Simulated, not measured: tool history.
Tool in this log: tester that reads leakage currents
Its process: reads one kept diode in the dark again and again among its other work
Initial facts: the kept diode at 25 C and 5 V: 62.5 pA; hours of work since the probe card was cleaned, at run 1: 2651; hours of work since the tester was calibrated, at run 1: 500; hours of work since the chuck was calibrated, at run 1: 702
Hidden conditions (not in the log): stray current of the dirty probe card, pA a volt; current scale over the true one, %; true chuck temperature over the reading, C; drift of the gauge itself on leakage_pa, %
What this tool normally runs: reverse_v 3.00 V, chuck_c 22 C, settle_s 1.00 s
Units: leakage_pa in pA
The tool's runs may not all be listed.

| run | hour | reverse_v | chuck_c | settle_s | hours of work since the probe card was cleaned | hours of work since the tester was calibrated | hours of work since the chuck was calibrated | leakage_pa |
|---|---|---|---|---|---|---|---|---|
| 1 | 0.0 | 3.00 | 22 | 1.00 | 2651 | 500 | 702 | 34.30 |
| 2 | 45.3 | 3.00 | 39 | 1.00 | 2676 | 525 | 727 | 145.93 |
| 3 | 110.7 | 3.00 | 39 | 1.00 | 2712 | 561 | 763 | 144.70 |
| 4 | 146.0 | 3.00 | 39 | 1.00 | 2732 | 581 | 782 | 144.86 |
| 5 | 201.5 | 3.00 | 39 | 1.00 | 2762 | 611 | 813 | 143.26 |
| 6 | 255.4 | 3.00 | 39 | 1.00 | 2792 | 641 | 843 | 142.78 |
|  | 276.2 | chuck's temperature calibrated |
| 7 | 326.9 | 3.00 | 39 | 1.00 | 2830 | 679 | 28 | 173.79 |
| 8 | 373.6 | 3.00 | 39 | 1.00 | 2856 | 705 | 54 | 172.59 |
| 9 | 404.7 | 3.00 | 27 | 1.00 | 2873 | 722 | 71 | 62.67 |
| 10 | 447.8 | 3.00 | 22 | 1.00 | 2897 | 746 | 95 | 40.54 |
| 11 | 497.4 | 3.00 | 22 | 1.00 | 2924 | 773 | 122 | 40.23 |
| 12 | 534.1 | 3.00 | 22 | 1.00 | 2945 | 794 | 142 | 40.04 |
| 13 | 564.3 | 3.00 | 22 | 1.00 | 2961 | 810 | 159 | 40.03 |
| 14 | 605.6 | 3.00 | 22 | 1.00 | 2984 | 833 | 182 | 39.75 |
| 15 | 656.8 | 3.00 | 22 | 1.00 | 3012 | 861 | 210 | 39.45 |
| 16 | 695.7 | 4.76 | 22 | 1.00 | 3034 | 883 | 232 | 48.43 |
| 17 | 763.4 | 4.76 | 22 | 1.00 | 3071 | 920 | 269 | 48.22 |
| 18 | 830.9 | 4.76 | 22 | 1.00 | 3109 | 958 | 306 | 47.75 |
| 19 | 900.8 | 3.00 | 56 | 1.00 | 3147 | 996 | 345 | 616.54 |
| 20 | 964.6 | 3.00 | 56 | 1.00 | 3182 | 1031 | 380 | 612.50 |
| 21 | 995.1 | 1.02 | 35 | 0.55 | 3199 | 1048 | 397 | 74.90 |
| 22 | 1050.4 | 1.02 | 35 | 0.55 | 3230 | 1079 | 427 | 74.12 |
| 23 | 1113.2 | 1.02 | 46 | 0.32 | 3264 | 1113 | 462 | 181.60 |
|  | 1119.5 | tester calibrated |
|  | 1152.1 | probe card cleaned and baked |
| 24 | 1166.0 | 7.68 | 22 | 0.52 | 8 | 24 | 488 | 52.54 |
| 25 | 1213.5 | 7.68 | 49 | 7.29 | 34 | 50 | 515 | 500.91 |
| 26 | 1252.1 | 5.68 | 46 | 1.60 | 55 | 72 | 536 | 350.45 |
|  | 1288.2 | tester calibrated, once more |
| 27 | 1294.8 | 5.68 | 46 | 4.91 | 78 | 4 | 558 | 350.86 |
| 28 | 1359.8 | 4.52 | 22 | 3.06 | 114 | 39 | 594 | 39.98 |
| 29 | 1411.7 | 4.52 | 22 | 3.06 | 142 | 68 | 623 | 39.76 |
| 30 | 1445.9 | 3.76 | 57 | 0.81 | 161 | 87 | 642 | 687.38 |
| 31 | 1488.0 | 3.00 | 22 | 8.56 | 184 | 110 | 665 | 33.35 |
| 32 | 1529.4 | 3.00 | 45 | 6.37 | 207 | 133 | 688 | 245.21 |
| 33 | 1568.2 | 3.00 | 45 | 6.37 | 229 | 155 | 709 | 243.90 |
| 34 | 1632.2 | 2.38 | 54 | 1.36 | 264 | 190 | 745 | 446.28 |
| 35 | 1670.3 | 1.65 | 48 | 2.26 | 285 | 211 | 766 | 241.60 |
| 36 | 1717.4 | 3.00 | 22 | 5.16 | 311 | 237 | 792 | 32.29 |
| 37 | 1760.6 | 4.80 | 46 | 8.22 | 335 | 261 | 816 | 310.78 |
| 38 | 1816.5 | 7.58 | 23 | 1.15 | 366 | 292 | 846 | 51.97 |

Expected results for the next run?
|  | 1830.3 | chuck's temperature calibrated |
| 39 | 1886.4 | 8.89 | 44 | 2.06 | 403 | 329 | 31 | ? |

Logged for run 39: leakage_pa 396.20 pA.
Take away the tool's hidden state, keep the run-to-run variation as it was, and the same run would have given leakage_pa 399.95 pA.
